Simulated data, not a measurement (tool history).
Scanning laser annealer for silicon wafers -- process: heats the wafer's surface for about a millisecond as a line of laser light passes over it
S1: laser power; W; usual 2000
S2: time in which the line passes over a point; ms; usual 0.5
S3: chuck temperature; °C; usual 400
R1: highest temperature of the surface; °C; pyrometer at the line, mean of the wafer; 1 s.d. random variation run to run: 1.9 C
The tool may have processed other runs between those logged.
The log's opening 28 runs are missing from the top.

run     day    S1     S2   S3    R1
 29  13.238  2086  0.426  384  1181
 30  13.554  2086  0.426  384  1179
 31  13.904  2086  0.426  384  1183
 32  14.258  2124  0.508  382  1255
 33   14.65  2000  0.356  400  1105
 34  15.221  2143  0.584  400  1338
 35  15.654  2143  0.495  400  1275
 36  16.171  2164  0.534  440  1351
 37   16.75  2164  0.534  440  1349
 38  17.271  2164  0.534  440  1351
 39  17.867  1901    0.5  369  1145
 40    18.3  2080    0.5  433  1281

Branching from run 40: 5 alternative next runs. What would each branch give?
  A  18.879  1853    0.5  401   ?
  B  18.879  2014    0.5  393   ?
  C  18.879  2030  0.468  407   ?
  D  18.879  1740   0.55  433   ?
  E  18.879  2000  0.454  400   ?

run    R1
  A  1157
  B  1216
  C  1213
  D  1170
  E  1182
With the hidden condition removed and each run's random variation left untouched, the same runs would have given:
run    R1
  A  1176
  B  1237
  C  1233
  D  1189
  E  1202
